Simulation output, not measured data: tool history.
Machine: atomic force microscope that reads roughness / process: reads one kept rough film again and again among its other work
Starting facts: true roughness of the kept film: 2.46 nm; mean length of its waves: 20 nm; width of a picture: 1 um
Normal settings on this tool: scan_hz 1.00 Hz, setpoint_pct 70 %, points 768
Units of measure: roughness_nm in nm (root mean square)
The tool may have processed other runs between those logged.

run,day,scan_hz,setpoint_pct,points,roughness_nm
1,0.000,1.00,70,768,2.146
2,0.179,1.00,70,261,2.075
3,0.571,1.00,70,261,2.078
4,0.921,1.00,70,768,2.153
# day 1.271: new tip fitted
5,1.321,1.00,76,768,2.142
6,1.667,1.00,76,768,2.153
7,2.038,1.00,76,768,2.126
8,2.442,2.86,58,517,2.118
9,2.812,1.74,66,334,2.101
10,3.033,1.74,66,334,2.098
11,3.262,1.74,78,298,2.043
12,3.671,1.74,78,298,2.040

Consider 5 possible next runs. They are alternatives, not a sequence: every one starts from the tool as it was left by run 12. What does each give?
A,3.983,1.74,78,763,?
B,3.983,1.00,70,365,?
C,3.983,3.92,70,459,?
D,3.983,1.32,78,672,?
E,3.983,1.10,67,298,?

run,roughness_nm
A,2.100
B,2.111
C,2.030
D,2.112
E,2.104
The same runs, with their run-to-run variation unchanged, on a tool lacking any hidden condition would have given:
run,roughness_nm
A,2.103
B,2.113
C,2.032
D,2.114
E,2.106
